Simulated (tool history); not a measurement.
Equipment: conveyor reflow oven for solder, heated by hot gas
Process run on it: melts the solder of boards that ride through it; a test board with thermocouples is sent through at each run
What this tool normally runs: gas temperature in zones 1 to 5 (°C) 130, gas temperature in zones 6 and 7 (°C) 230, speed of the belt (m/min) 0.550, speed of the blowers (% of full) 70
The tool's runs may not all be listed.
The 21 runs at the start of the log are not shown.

run    hour  gas temperature in zones 1 to 5 (°C)  gas temperature in zones 6 and 7 (°C)  speed of the belt (m/min)  speed of the blowers (% of full)  highest temperature of the board (°C)  time above the solder's melting point (s)
     1489.8  -- flux residue cleaned out of gas plates and filters
 22  1543.4                                   144                                    223                      0.550                                70                                  204.7                                       47.8
     1566.9  -- thermocouples of zones 6 and 7 changed
 23  1619.9                                   144                                    230                      0.550                                61                                  207.9                                       49.9
 24  1676.8                                   129                                    240                      0.550                                88                                  220.9                                       56.5
 25  1734.2                                   129                                    240                      0.550                                88                                  221.3                                       58.1
 26  1803.5                                   129                                    240                      0.550                                88                                  220.1                                       57.0
 27  1862.5                                   127                                    231                      0.546                                70                                  205.6                                       43.2
     1873.2  -- flux residue cleaned out of gas plates and filters
 28  1925.4                                   118                                    233                      0.616                                55                                  196.2                                       22.4
 29  2003.3                                   118                                    233                      0.616                                55                                  195.3                                       20.5
     2013.7  -- belt drive overhauled, speed set with a stopwatch
 30  2088.4                                   118                                    233                      0.616                                55                                  193.8                                       19.0

Alternative continuations, all from the tool just after run 30; predict every row:
  A  2165.4                                   138                                    230                      0.521                                70                                      ?                                          ?
  B  2165.4                                   118                                    233                      0.549                                55                                      ?                                          ?
  C  2165.4                                   142                                    239                      0.647                                55                                      ?                                          ?
  D  2165.4                                   118                                    220                      0.616                                54                                      ?                                          ?

run  highest temperature of the board (°C)  time above the solder's melting point (s)
  A                                  209.4                                       53.1
  B                                  199.0                                       30.4
  C                                  202.8                                       33.7
  D                                  183.1                                        1.1
Had the tool no hidden state, the same runs would have come out as:
run  highest temperature of the board (°C)  time above the solder's melting point (s)
  A                                  211.4                                       55.5
  B                                  201.2                                       33.5
  C                                  205.0                                       36.4
  D                                  185.3                                        5.5

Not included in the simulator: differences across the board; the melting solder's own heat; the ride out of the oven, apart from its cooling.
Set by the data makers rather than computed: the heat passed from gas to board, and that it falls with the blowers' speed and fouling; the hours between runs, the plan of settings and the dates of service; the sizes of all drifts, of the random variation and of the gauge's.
